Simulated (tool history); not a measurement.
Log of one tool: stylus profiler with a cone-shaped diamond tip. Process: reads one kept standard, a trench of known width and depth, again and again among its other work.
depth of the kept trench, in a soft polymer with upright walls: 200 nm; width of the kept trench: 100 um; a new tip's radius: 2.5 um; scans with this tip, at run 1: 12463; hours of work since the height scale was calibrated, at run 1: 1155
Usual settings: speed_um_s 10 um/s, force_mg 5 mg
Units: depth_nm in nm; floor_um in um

run,hour,speed_um_s,force_mg,scans with this tip,hours of work since the height scale was calibrated,depth_nm,floor_um
1,0,10,5,12463,1155,204.38,96.59
2,12.2,11,5,12524,1161,204.55,96.59
3,24.3,2,5,12583,1167,204.36,96.58
4,34.1,6,5,12632,1171,204.42,96.54
5,53.5,10,3.18,12728,1180,203.48,96.56
6,71.1,10,3.18,12815,1188,203.41,96.53
7,90.2,10,3.31,12909,1197,203.49,96.54
8,104.9,10,3.31,12982,1204,203.55,96.54
9,116.9,10,3.31,13041,1209,203.55,96.56
10,129.8,10,5,13105,1215,204.59,96.56
11,147.4,10,5,13192,1223,204.58,96.5
12,156.7,10,5,13239,1227,204.32,96.48
13,169.2,7,5,13300,1233,204.39,96.5
14,188.8,7,5,13397,1242,204.61,96.5
15,201.6,7,5,13460,1248,204.6,96.49
16,214.6,7,5,13525,1254,204.46,96.47
17,232.8,4,2.55,13615,1262,203.16,96.46
18,241.2,19,1.89,13657,1266,202.71,96.4
19,251,3,9.61,13705,1271,206.49,96.49
20,269.4,3,9.61,13796,1279,206.58,96.52
21,280.5,3,9.61,13851,1284,206.55,96.55
22,289.6,36,2.07,13896,1288,202.9,96.29
23,307.3,36,2.07,13984,1296,202.83,96.26
24,322.4,11,7.09,14059,1303,205.37,96.43
25,340.1,11,7.09,14146,1311,205.47,96.45
# hour 346.8: new tip fitted, height scale calibrated
26,351.6,12,3.69,23,2,203.22,97.99
27,367.7,12,3.69,103,10,202.88,98
28,383.8,12,9.98,182,17,206.08,98.01
29,402.4,12,9.98,275,26,206.17,97.94

Forecast each of these 5 alternatives for the next run:
A,413.8,13,4.61,331,31,?,?
B,413.8,10,4.07,331,31,?,?
C,413.8,5,9.98,331,31,?,?
D,413.8,34,8.05,331,31,?,?
E,413.8,11,4.63,331,31,?,?

run,depth_nm,floor_um
A,203.83,98.01
B,203.29,97.92
C,206.13,97.97
D,205.42,97.88
E,203.66,97.96
Without the tool's hidden state the same runs would have given:
run,depth_nm,floor_um
A,203.79,98.03
B,203.25,97.95
C,206.09,98
D,205.37,97.9
E,203.62,97.99
